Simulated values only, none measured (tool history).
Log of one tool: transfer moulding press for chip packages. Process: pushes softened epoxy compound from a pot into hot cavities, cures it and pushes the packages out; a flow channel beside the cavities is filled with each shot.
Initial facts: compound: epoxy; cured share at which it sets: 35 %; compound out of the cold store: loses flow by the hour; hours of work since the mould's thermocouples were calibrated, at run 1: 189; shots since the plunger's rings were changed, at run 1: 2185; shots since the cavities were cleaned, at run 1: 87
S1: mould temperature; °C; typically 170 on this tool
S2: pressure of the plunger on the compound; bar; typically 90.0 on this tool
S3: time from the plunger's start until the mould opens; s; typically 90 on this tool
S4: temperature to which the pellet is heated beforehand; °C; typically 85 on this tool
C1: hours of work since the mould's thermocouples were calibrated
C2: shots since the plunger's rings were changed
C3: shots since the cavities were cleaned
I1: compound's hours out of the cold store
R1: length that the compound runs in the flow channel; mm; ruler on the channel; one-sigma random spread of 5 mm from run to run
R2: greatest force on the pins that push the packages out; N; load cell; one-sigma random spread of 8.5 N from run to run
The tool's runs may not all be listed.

run	day	S1	S2	S3	S4	C1	C2	C3	I1	R1	R2
1	0.000	170	90.0	90	85	189	2185	87	9.9	981	403
2	0.696	170	90.0	90	85	201	2451	353	16.8	946	471
# day 1.162: cavities cleaned with cleaning compound and waxed
3	1.408	170	90.0	96	85	212	2701	95	35.1	900	366
4	1.767	170	90.0	90	85	219	2838	232	24.4	924	448
# day 2.529: cavities cleaned with cleaning compound and waxed
5	2.592	170	90.0	90	75	232	3130	24	41.7	876	362
6	3.462	170	90.0	120	75	248	3464	358	10.8	949	380
# day 3.900: cavities cleaned with cleaning compound and waxed
7	4.346	170	90.0	120	75	262	3778	171	27.0	899	341
8	5.104	170	94.6	90	85	275	4068	461	24.6	928	499
# day 5.296: cavities cleaned with cleaning compound and waxed
9	5.900	170	94.6	90	85	288	4350	232	34.6	903	426
10	6.475	170	94.6	123	85	298	4569	451	12.1	967	374
# day 6.717: cavities cleaned with cleaning compound and waxed
11	7.029	170	109.9	123	85	307	4759	120	44.5	933	338
12	7.746	170	109.9	123	85	320	5033	394	33.9	960	377
# day 8.075: cavities cleaned with cleaning compound and waxed
13	8.225	170	109.9	123	85	327	5192	57	36.9	947	314
14	8.625	170	95.5	123	85	334	5345	210	33.8	886	356
# day 9.433: cavities cleaned with cleaning compound and waxed
15	9.467	170	95.5	123	85	348	5644	12	12.1	933	299
16	10.133	165	95.5	89	93	359	5899	267	26.4	924	618
# day 10.792: cavities cleaned with cleaning compound and waxed
17	10.992	170	90.0	90	79	373	6205	78	26.1	876	411
18	11.508	170	90.0	70	85	382	6403	276	39.1	835	754
# day 11.912: plunger's sealing rings changed
# day 12.262: cavities cleaned with cleaning compound and waxed
19	12.371	170	90.0	70	85	395	153	42	38.0	926	654
20	12.929	170	90.0	101	93	404	366	255	25.9	944	418
# day 13.638: cavities cleaned with cleaning compound and waxed
21	13.708	172	90.5	106	89	417	641	28	45.2	890	298
22	14.500	172	90.5	106	89	431	944	331	46.1	884	375
23	14.900	172	90.5	76	81	438	1097	484	21.7	956	665
# day 15.008: cavities cleaned with cleaning compound and waxed
24	15.446	172	90.5	76	81	447	1283	168	32.2	922	533
25	15.967	170	90.0	97	75	456	1482	367	36.2	905	440
# day 16.383: cavities cleaned with cleaning compound and waxed
26	16.508	172	90.0	90	91	464	1666	48	24.3	924	362
27	17.321	172	92.6	90	91	478	1977	359	30.7	922	446
# day 17.804: cavities cleaned with cleaning compound and waxed
28	17.908	170	69.5	90	85	488	2178	40	19.7	834	384

Measured less the same run without the tool's hidden state. The same run-to-run variation is in both; the gauge's scatter may not be:
Hidden state at play: true mould temperature over the reading, C; pressure that reaches the compound, % of what is set; grip of the stained cavities, % over clean ones'; drift of the gauge itself on flow_mm, %; drift of the gauge itself on push_out_n, %.
run	R1	R2
1	-33	+34
2	-36	+103
3	-38	+37
4	-41	+83
5	-43	+11
6	-52	+83
7	-54	+48
8	-60	+134
9	-63	+75
10	-70	+97
11	-71	+40
12	-78	+93
13	-80	+25
14	-77	+57
15	-87	+8
16	-89	+124
17	-90	+40
18	-89	+161
19	-3	+43
20	-5	+78
21	-9	+11
22	-13	+79
23	-16	+185
24	-19	+82
25	-21	+101
26	-24	+27
27	-29	+104
28	-28	+23

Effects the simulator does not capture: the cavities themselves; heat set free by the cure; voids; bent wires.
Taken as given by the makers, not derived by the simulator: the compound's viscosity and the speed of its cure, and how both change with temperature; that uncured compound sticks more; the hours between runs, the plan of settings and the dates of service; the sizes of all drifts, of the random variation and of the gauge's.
